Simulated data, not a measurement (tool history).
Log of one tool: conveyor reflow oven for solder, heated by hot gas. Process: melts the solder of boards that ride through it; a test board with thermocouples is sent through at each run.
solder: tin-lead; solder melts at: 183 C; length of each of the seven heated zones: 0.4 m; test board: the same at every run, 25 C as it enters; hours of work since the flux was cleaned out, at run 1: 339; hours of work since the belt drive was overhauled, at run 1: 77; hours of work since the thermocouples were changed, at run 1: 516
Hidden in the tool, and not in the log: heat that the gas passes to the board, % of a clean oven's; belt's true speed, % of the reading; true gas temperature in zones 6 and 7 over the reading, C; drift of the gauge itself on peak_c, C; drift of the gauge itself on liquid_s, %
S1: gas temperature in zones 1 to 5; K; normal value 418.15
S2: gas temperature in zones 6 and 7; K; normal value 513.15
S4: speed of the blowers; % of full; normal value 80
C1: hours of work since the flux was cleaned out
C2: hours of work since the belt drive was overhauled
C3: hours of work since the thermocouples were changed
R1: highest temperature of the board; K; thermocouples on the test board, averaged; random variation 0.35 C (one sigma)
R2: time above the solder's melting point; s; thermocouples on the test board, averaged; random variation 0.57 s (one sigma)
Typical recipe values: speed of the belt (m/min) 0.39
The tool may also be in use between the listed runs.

{"run": 1, "day": 0.0, "S1": 418.15, "S2": 513.15, "speed of the belt (m/min)": 0.39, "S4": 80, "C1": 339, "C2": 77, "C3": 516, "R1": 504.45, "R2": 112.4}
{"run": 2, "day": 0.325, "S1": 418.15, "S2": 513.15, "speed of the belt (m/min)": 0.39, "S4": 80, "C1": 342, "C2": 81, "C3": 519, "R1": 504.05, "R2": 111.7}
{"run": 3, "day": 0.721, "S1": 418.15, "S2": 513.15, "speed of the belt (m/min)": 0.39, "S4": 80, "C1": 346, "C2": 85, "C3": 523, "R1": 503.95, "R2": 110.9}
{"run": 4, "day": 1.071, "S1": 418.15, "S2": 513.15, "speed of the belt (m/min)": 0.39, "S4": 80, "C1": 350, "C2": 88, "C3": 527, "R1": 504.55, "R2": 111.4}
{"run": 5, "day": 1.354, "S1": 418.15, "S2": 513.15, "speed of the belt (m/min)": 0.39, "S4": 80, "C1": 353, "C2": 91, "C3": 530, "R1": 504.35, "R2": 111.5}
{"run": 6, "day": 1.746, "S1": 418.15, "S2": 513.15, "speed of the belt (m/min)": 0.39, "S4": 80, "C1": 357, "C2": 95, "C3": 534, "R1": 504.05, "R2": 111.6}
{"run": 7, "day": 2.112, "S1": 418.15, "S2": 513.15, "speed of the belt (m/min)": 0.39, "S4": 57, "C1": 361, "C2": 99, "C3": 538, "R1": 500.75, "R2": 108.6}
{"run": 8, "day": 2.467, "S1": 418.15, "S2": 513.15, "speed of the belt (m/min)": 0.39, "S4": 57, "C1": 364, "C2": 103, "C3": 542, "R1": 500.85, "R2": 109.2}
{"run": 9, "day": 2.842, "S1": 418.15, "S2": 513.15, "speed of the belt (m/min)": 0.39, "S4": 57, "C1": 368, "C2": 107, "C3": 545, "R1": 500.45, "R2": 108}
{"run": 10, "day": 3.167, "S1": 418.15, "S2": 513.15, "speed of the belt (m/min)": 0.39, "S4": 53, "C1": 372, "C2": 110, "C3": 549, "R1": 500.05, "R2": 108.3}
{"run": 11, "day": 3.496, "S1": 418.15, "S2": 513.15, "speed of the belt (m/min)": 0.39, "S4": 53, "C1": 375, "C2": 114, "C3": 552, "R1": 500.05, "R2": 108.6}
{"run": 12, "day": 3.788, "S1": 418.15, "S2": 513.15, "speed of the belt (m/min)": 0.39, "S4": 53, "C1": 378, "C2": 117, "C3": 555, "R1": 499.85, "R2": 107.8}
{"run": 13, "day": 4.146, "S1": 418.15, "S2": 513.15, "speed of the belt (m/min)": 0.39, "S4": 53, "C1": 382, "C2": 121, "C3": 559, "R1": 500.65, "R2": 107.5}
{"run": 14, "day": 4.396, "S1": 418.15, "S2": 513.15, "speed of the belt (m/min)": 0.39, "S4": 80, "C1": 384, "C2": 123, "C3": 562, "R1": 504.35, "R2": 112.4}
{"run": 15, "day": 4.617, "S1": 409.15, "S2": 513.15, "speed of the belt (m/min)": 0.39, "S4": 80, "C1": 387, "C2": 125, "C3": 564, "R1": 503.55, "R2": 105.8}
{"run": 16, "day": 5.0, "S1": 409.15, "S2": 513.15, "speed of the belt (m/min)": 0.39, "S4": 80, "C1": 391, "C2": 129, "C3": 568, "R1": 503.55, "R2": 105.4}
{"run": 17, "day": 5.388, "S1": 409.15, "S2": 513.15, "speed of the belt (m/min)": 0.39, "S4": 80, "C1": 395, "C2": 134, "C3": 572, "R1": 503.15, "R2": 106.3}
{"run": 18, "day": 5.746, "S1": 409.15, "S2": 513.15, "speed of the belt (m/min)": 0.39, "S4": 78, "C1": 399, "C2": 137, "C3": 576, "R1": 503.15, "R2": 105.3}
{"run": 19, "day": 6.15, "S1": 409.15, "S2": 513.15, "speed of the belt (m/min)": 0.39, "S4": 85, "C1": 403, "C2": 141, "C3": 580, "R1": 503.75, "R2": 108.2}
{"run": 20, "day": 6.333, "S1": 418.15, "S2": 513.15, "speed of the belt (m/min)": 0.463, "S4": 80, "C1": 405, "C2": 143, "C3": 582, "R1": 499.95, "R2": 90.2}
{"run": 21, "day": 6.721, "S1": 418.15, "S2": 513.15, "speed of the belt (m/min)": 0.463, "S4": 80, "C1": 409, "C2": 147, "C3": 586, "R1": 499.55, "R2": 90.2}
{"run": 22, "day": 6.988, "S1": 418.15, "S2": 513.15, "speed of the belt (m/min)": 0.463, "S4": 80, "C1": 412, "C2": 150, "C3": 589, "R1": 499.35, "R2": 89.6}
{"run": 23, "day": 7.392, "S1": 428.15, "S2": 513.15, "speed of the belt (m/min)": 0.463, "S4": 51, "C1": 416, "C2": 154, "C3": 593, "R1": 496.75, "R2": 91.4}
{"run": 24, "day": 7.742, "S1": 430.15, "S2": 513.15, "speed of the belt (m/min)": 0.367, "S4": 51, "C1": 419, "C2": 158, "C3": 597, "R1": 503.15, "R2": 126.1}
{"run": 25, "day": 8.133, "S1": 430.15, "S2": 513.15, "speed of the belt (m/min)": 0.367, "S4": 51, "C1": 423, "C2": 162, "C3": 601, "R1": 503.45, "R2": 126.8}
{"run": 26, "day": 8.338, "S1": 430.15, "S2": 513.15, "speed of the belt (m/min)": 0.367, "S4": 51, "C1": 426, "C2": 164, "C3": 603, "R1": 504.05, "R2": 125.3}
{"run": 27, "day": 8.621, "S1": 416.15, "S2": 513.15, "speed of the belt (m/min)": 0.339, "S4": 58, "C1": 429, "C2": 167, "C3": 606, "R1": 505.35, "R2": 129.5}
{"run": 28, "day": 8.846, "S1": 420.15, "S2": 523.15, "speed of the belt (m/min)": 0.39, "S4": 80, "C1": 431, "C2": 170, "C3": 608, "R1": 513.75, "R2": 120.6}
{"run": 29, "day": 9.212, "S1": 426.15, "S2": 513.15, "speed of the belt (m/min)": 0.39, "S4": 80, "C1": 435, "C2": 173, "C3": 612, "R1": 505.25, "R2": 117.3}
{"run": 30, "day": 9.471, "S1": 426.15, "S2": 513.15, "speed of the belt (m/min)": 0.39, "S4": 80, "C1": 437, "C2": 176, "C3": 615, "R1": 504.95, "R2": 118.1}
{"run": 31, "day": 9.879, "S1": 404.15, "S2": 514.15, "speed of the belt (m/min)": 0.408, "S4": 80, "C1": 442, "C2": 180, "C3": 619, "R1": 501.95, "R2": 98.2}

4 ways to go on from here, each from the tool as it stands after run 31. What would each give?
{"run": "A", "day": 10.242, "S1": 415.15, "S2": 513.15, "speed of the belt (m/min)": 0.326, "S4": 63, "C1": 446, "C2": 184, "C3": 623, "R1": "?", "R2": "?"}
{"run": "B", "day": 10.242, "S1": 404.15, "S2": 504.15, "speed of the belt (m/min)": 0.464, "S4": 80, "C1": 446, "C2": 184, "C3": 623, "R1": "?", "R2": "?"}
{"run": "C", "day": 10.242, "S1": 428.15, "S2": 507.15, "speed of the belt (m/min)": 0.408, "S4": 52, "C1": 446, "C2": 184, "C3": 623, "R1": "?", "R2": "?"}
{"run": "D", "day": 10.242, "S1": 432.15, "S2": 514.15, "speed of the belt (m/min)": 0.445, "S4": 69, "C1": 446, "C2": 184, "C3": 623, "R1": "?", "R2": "?"}

run=A R1=506.75 R2=135.3
run=B R1=488.75 R2=73.8
run=C R1=494.85 R2=105.6
run=D R1=501.95 R2=104.6
Had the tool no hidden state, the same runs would have come out as:
run=A R1=505.35 R2=133.4
run=B R1=488.45 R2=73.7
run=C R1=493.75 R2=104.1
run=D R1=501.05 R2=103.4
